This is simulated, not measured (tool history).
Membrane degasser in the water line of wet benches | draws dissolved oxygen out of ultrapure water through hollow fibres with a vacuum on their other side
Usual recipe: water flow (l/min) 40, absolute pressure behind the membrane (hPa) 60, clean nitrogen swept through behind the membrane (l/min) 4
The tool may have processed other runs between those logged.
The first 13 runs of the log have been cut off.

run    hour  water flow (l/min)  absolute pressure behind the membrane (hPa)  clean nitrogen swept through behind the membrane (l/min)  hours since the membrane was changed  hours since the vacuum gauge was calibrated  hours since the vacuum lines were made tight  dissolved oxygen in the water behind the degasser (ppb)  pressure that the water loses in the fibres (hPa)
 14   942.5                  40                                           60                                                      3.52                                  2130                                          301                                          8622                                                     91.2                                              535.5
 15  1039.2                  40                                           60                                                         4                                  2227                                          398                                          8718                                                     83.3                                              535.8
 16  1097.4                  40                                           60                                                         4                                  2285                                          456                                          8777                                                     83.7                                              536.3
 17  1138.3                  41                                        123.6                                                      5.17                                  2326                                          497                                          8817                                                    190.5                                              548.3
 18  1179.7                  41                                        123.6                                                      5.17                                  2368                                          538                                          8859                                                      188                                              545.7
 19  1218.7                  41                                        123.6                                                      5.17                                  2407                                          577                                          8898                                                    187.7                                              547.5
 20  1278.8                  41                                        123.6                                                      5.17                                  2467                                          637                                          8958                                                    187.4                                              545.4
 21  1340.8                  26                                        100.7                                                         4                                  2529                                          699                                          9020                                                    108.7                                              351.5
 22  1409.3                  35                                         65.4                                                      1.75                                  2597                                          768                                          9088                                                    155.7                                              472.8
 23  1451.2                  46                                         79.7                                                         4                                  2639                                          810                                          9130                                                    161.6                                              618.4
 24  1501.8                  35                                         86.2                                                         4                                  2690                                          860                                          9181                                                    121.2                                              470.5
 25  1586.9                  40                                         79.9                                                         4                                  2775                                          945                                          9266                                                    129.8                                                538
 26  1679.8                  55                                         92.5                                                      8.35                                  2868                                         1038                                          9359                                                    159.1                                              739.4
 27  1721.6                  55                                         92.5                                                       2.4                                  2909                                         1080                                          9401                                                    354.5                                              737.2
 28  1764.1                  38                                         57.6                                                       2.4                                  2952                                         1122                                          9443                                                    102.9                                              512.7
 29  1833.5                  40                                         73.8                                                      5.81                                  3021                                         1192                                          9513                                                     85.8                                              541.9
 30  1878.3                  40                                         73.8                                                      5.81                                  3066                                         1237                                          9557                                                       85                                              536.5
     1930.8  -- gauge calibrated
 31  1937.3                  40                                         73.8                                                      5.81                                  3125                                         1296                                          9616                                                     84.8                                              526.8
 32  2026.4                  27                                         65.4                                                         4                                  3214                                         1385                                          9705                                                     55.5                                              356.4

What if the next run were any one of these 3? Each begins from the tool's condition after run 32:
  A  2089.4                  27                                         65.4                                                      2.44                                  3277                                         1448                                          9768                                                        ?                                                  ?
  B  2089.4                  36                                           60                                                        10                                  3277                                         1448                                          9768                                                        ?                                                  ?
  C  2089.4                  52                                         57.4                                                      2.07                                  3277                                         1448                                          9768                                                        ?                                                  ?

run  dissolved oxygen in the water behind the degasser (ppb)  pressure that the water loses in the fibres (hPa)
  A                                                     88.6                                              355.4
  B                                                     35.4                                              473.6
  C                                                    184.9                                              685.3
What these runs would have given with no unlogged condition in the tool:
run  dissolved oxygen in the water behind the degasser (ppb)  pressure that the water loses in the fibres (hPa)
  A                                                     88.5                                              354.5
  B                                                     35.3                                              472.4
  C                                                    184.8                                              683.7
